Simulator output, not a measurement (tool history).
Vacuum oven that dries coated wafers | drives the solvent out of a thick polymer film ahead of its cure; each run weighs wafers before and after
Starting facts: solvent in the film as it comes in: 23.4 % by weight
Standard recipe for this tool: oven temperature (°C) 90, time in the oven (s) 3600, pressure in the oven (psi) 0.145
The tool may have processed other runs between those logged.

Run 1, hour 0.0: usual settings. Result: solvent left in the film (%) 4.94.
Run 2, hour 13.1: usual settings. Result: solvent left in the film (%) 4.82.
Run 3, hour 20.9: usual settings. Result: solvent left in the film (%) 4.93.
Run 4, hour 28.4: usual settings. Result: solvent left in the film (%) 4.86.
Run 5, hour 34.1: usual settings. Result: solvent left in the film (%) 4.89.
Run 6, hour 43.1: usual settings but time in the oven (s) 4200. Result: solvent left in the film (%) 3.98.
Run 7, hour 52.5: usual settings. Result: solvent left in the film (%) 4.89.
Run 8, hour 66.2: usual settings. Result: solvent left in the film (%) 5.02.
Run 9, hour 75.2: usual settings but time in the oven (s) 6000. Result: solvent left in the film (%) 2.40.
Run 10, hour 87.2: usual settings. Result: solvent left in the film (%) 5.07.
Run 11, hour 97.8: usual settings. Result: solvent left in the film (%) 4.91.
Run 12, hour 109.2: usual settings. Result: solvent left in the film (%) 5.00.
Run 13, hour 115.6: usual settings. Result: solvent left in the film (%) 4.96.
Run 14, hour 123.8: usual settings but oven temperature (°C) 99, time in the oven (s) 2280, pressure in the oven (psi) 0.116. Result: solvent left in the film (%) 4.79.
Run 15, hour 136.3: usual settings but oven temperature (°C) 99, time in the oven (s) 2280, pressure in the oven (psi) 0.116. Result: solvent left in the film (%) 4.75.
Run 16, hour 142.7: usual settings but oven temperature (°C) 99, time in the oven (s) 2280, pressure in the oven (psi) 0.116. Result: solvent left in the film (%) 4.66.
Run 17, hour 149.8: usual settings but oven temperature (°C) 81, time in the oven (s) 4440, pressure in the oven (psi) 0.441. Result: solvent left in the film (%) 9.14.
Run 18, hour 156.2: usual settings but oven temperature (°C) 94. Result: solvent left in the film (%) 3.65.
Run 19, hour 168.7: usual settings but oven temperature (°C) 94. Result: solvent left in the film (%) 3.71.
Run 20, hour 179.2: usual settings but oven temperature (°C) 88, time in the oven (s) 2280. Result: solvent left in the film (%) 8.66.
Run 21, hour 190.5: usual settings but oven temperature (°C) 103, time in the oven (s) 2760, pressure in the oven (psi) 0.126. Result: solvent left in the film (%) 2.60.
Run 22, hour 199.8: usual settings but time in the oven (s) 4500, pressure in the oven (psi) 0.177. Result: solvent left in the film (%) 3.95.
Run 23, hour 213.4: usual settings but oven temperature (°C) 95, time in the oven (s) 3960. Result: solvent left in the film (%) 3.03.
Run 24, hour 224.4: usual settings but oven temperature (°C) 100, time in the oven (s) 2640, pressure in the oven (psi) 0.094. Result: solvent left in the film (%) 3.59.

The next listed run, before its measurement:
Run 25, hour 231.8: usual settings but pressure in the oven (psi) 0.226. Result: solvent left in the film (%) ?.

{"run 25": {"solvent left in the film (%)": 5.52}}
Had the tool carried no hidden state, the very same run would have given solvent left in the film (%) 5.31.
